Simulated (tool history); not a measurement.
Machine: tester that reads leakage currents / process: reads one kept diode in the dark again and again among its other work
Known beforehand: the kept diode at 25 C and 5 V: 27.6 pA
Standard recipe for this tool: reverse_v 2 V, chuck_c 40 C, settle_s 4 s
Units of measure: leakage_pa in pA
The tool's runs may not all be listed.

run	day	reverse_v	chuck_c	settle_s	leakage_pa
1	0	2	40	4	67.36
2	2.546	2	40	4	67.59
3	4.225	2	40	4	67.86
4	6.621	2	40	4	67.58
5	7.871	1.18	40	4	51.29
6	9.671	2	40	4	68.45
7	11.858	2	40	4	68.31
8	13.804	2	40	4	68.65
9	15.038	2	40	4	68.63
10	17.258	5.07	40	4	113.15
11	19.746	5.07	40	4	114.01
12	21.071	1.22	55	4	174.48
13	23.108	1.22	55	4	174.47
# day 23.3: tester calibrated
14	24.508	2.52	49	4	162.27
15	26.533	2.52	49	4	162.52
16	28.567	2	29	4	27.8
17	30.438	2	29	4	27.9
18	31.754	2	29	4	27.91
19	33.608	5.77	55	0.4	406.93
# day 34.388: tester calibrated, once more
20	35.488	5.77	55	0.4	405.66
21	37.621	2	36	4	50.62

Predict each of these 4 candidate next runs independently; none follows another, all start after run 21:
A	39.412	5.64	38	1.39	?
B	39.412	6.57	22	4	?
C	39.412	2	36	7.62	?
D	39.412	1	29	4	?

run	leakage_pa
A	105.17
B	30.7
C	50.59
D	19.16
Without the tool's hidden state the same runs would have given:
run	leakage_pa
A	94.31
B	24.49
C	45.7
D	17.11
